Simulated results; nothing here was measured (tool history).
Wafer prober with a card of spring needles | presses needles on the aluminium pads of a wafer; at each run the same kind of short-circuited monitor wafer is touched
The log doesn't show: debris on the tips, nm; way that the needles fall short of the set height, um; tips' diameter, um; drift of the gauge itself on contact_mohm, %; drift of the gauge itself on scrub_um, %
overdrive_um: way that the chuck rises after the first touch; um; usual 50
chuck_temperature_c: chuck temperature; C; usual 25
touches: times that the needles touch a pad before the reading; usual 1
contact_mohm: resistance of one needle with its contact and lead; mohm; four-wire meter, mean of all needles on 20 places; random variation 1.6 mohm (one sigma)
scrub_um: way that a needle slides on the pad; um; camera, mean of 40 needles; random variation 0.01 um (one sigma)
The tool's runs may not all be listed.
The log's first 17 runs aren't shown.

run,hour,overdrive_um,chuck_temperature_c,touches,touches since the tips were cleaned,cleanings since the card got new needles,touches since the first contact's height was set,contact_mohm,scrub_um
# hour 201.1: tips cleaned on abrasive film
18,201.1,45,75,2,0,24,26549,173,12.47
19,208.1,53,74,2,3828,24,30377,183,14.71
# hour 217.3: tips cleaned on abrasive film
20,220.8,33,74,1,1961,25,37379,229,9.09
# hour 233.1: tips cleaned on abrasive film
21,233.1,54,67,1,0,26,44089,164,14.94
22,239.4,62,49,2,3516,26,47605,171,17.19
# hour 249.8: tips cleaned on abrasive film
23,250.3,50,25,3,263,27,53526,162,13.81
24,261.8,50,25,3,6611,27,59874,176,13.79
# hour 266.1: tips cleaned on abrasive film
25,276.9,40,48,1,5982,28,68203,228,10.98
# hour 281.8: tips cleaned on abrasive film
26,284.5,32,97,1,1459,29,72312,227,8.77
# hour 290.2: height of the first contact set anew
27,291.3,32,97,1,5086,29,608,267,8.91
# hour 297.8: tips cleaned on abrasive film
28,303.7,64,41,1,3241,30,7370,174,17.82
# hour 313.6: tips cleaned on abrasive film
29,319.0,59,41,2,2955,31,15773,173,16.43
# hour 330.3: tips cleaned on abrasive film
30,332.3,59,41,2,1077,32,23071,163,16.38
# hour 346.5: tips cleaned on abrasive film
31,348.1,68,55,3,869,33,31746,160,18.91
32,359.9,68,55,3,7423,33,38300,163,18.88
# hour 362.4: tips cleaned on abrasive film
33,369.7,50,31,2,4049,34,43667,178,13.85

Forecast each of these 5 alternatives for the next run:
A,377.5,50,112,1,8338,34,47956,?,?
B,377.5,53,25,3,8338,34,47956,?,?
C,377.5,58,52,1,8338,34,47956,?,?
D,377.5,36,117,1,8338,34,47956,?,?
E,377.5,68,103,1,8338,34,47956,?,?

run,contact_mohm,scrub_um
A,217,13.86
B,171,14.68
C,195,16.09
D,254,9.94
E,190,18.87
Without the tool's hidden state the same runs would have given:
run,contact_mohm,scrub_um
A,173,13.95
B,154,14.77
C,158,16.18
D,176,10.03
E,164,18.96
